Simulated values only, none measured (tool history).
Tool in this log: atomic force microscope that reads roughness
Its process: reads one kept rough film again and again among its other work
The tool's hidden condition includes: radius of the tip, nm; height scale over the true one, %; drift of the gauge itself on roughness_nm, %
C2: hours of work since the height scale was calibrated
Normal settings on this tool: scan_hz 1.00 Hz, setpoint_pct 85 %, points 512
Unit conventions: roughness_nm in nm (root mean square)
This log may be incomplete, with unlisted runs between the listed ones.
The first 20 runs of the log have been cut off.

{"run": 21, "hour": 286.2, "scan_hz": 2.07, "setpoint_pct": 79, "points": 817, "pictures with this tip": 135, "C2": 543, "roughness_nm": 1.533}
{"run": 22, "hour": 297.4, "scan_hz": 2.07, "setpoint_pct": 79, "points": 817, "pictures with this tip": 153, "C2": 551, "roughness_nm": 1.525}
{"hour": 299.5, "done": "height scale calibrated on a step standard"}
{"hour": 305.0, "done": "new tip fitted"}
{"run": 23, "hour": 318.5, "scan_hz": 2.71, "setpoint_pct": 56, "points": 512, "pictures with this tip": 23, "C2": 14, "roughness_nm": 1.681}
{"run": 24, "hour": 337.8, "scan_hz": 2.71, "setpoint_pct": 56, "points": 512, "pictures with this tip": 55, "C2": 28, "roughness_nm": 1.656}
{"run": 25, "hour": 353.0, "scan_hz": 0.61, "setpoint_pct": 60, "points": 512, "pictures with this tip": 80, "C2": 39, "roughness_nm": 1.702}
{"run": 26, "hour": 362.5, "scan_hz": 1.37, "setpoint_pct": 82, "points": 998, "pictures with this tip": 96, "C2": 46, "roughness_nm": 1.582}
{"run": 27, "hour": 374.3, "scan_hz": 0.95, "setpoint_pct": 85, "points": 537, "pictures with this tip": 115, "C2": 55, "roughness_nm": 1.578}
{"run": 28, "hour": 391.4, "scan_hz": 3.38, "setpoint_pct": 69, "points": 512, "pictures with this tip": 143, "C2": 68, "roughness_nm": 1.541}
{"hour": 394.0, "done": "height scale calibrated on a step standard, once more"}
{"hour": 404.1, "done": "new tip fitted"}
{"run": 29, "hour": 409.4, "scan_hz": 0.73, "setpoint_pct": 56, "points": 469, "pictures with this tip": 9, "C2": 11, "roughness_nm": 1.721}

The next listed run, before its measurement:
{"run": 30, "hour": 426.0, "scan_hz": 1.0, "setpoint_pct": 85, "points": 607, "pictures with this tip": 36, "C2": 23, "roughness_nm": "?"}

Run 30 produced roughness_nm 1.647 nm (root mean square).
Were there no unlogged condition in the tool, this run, its random variation unchanged, would have produced roughness_nm 1.665 nm (root mean square).
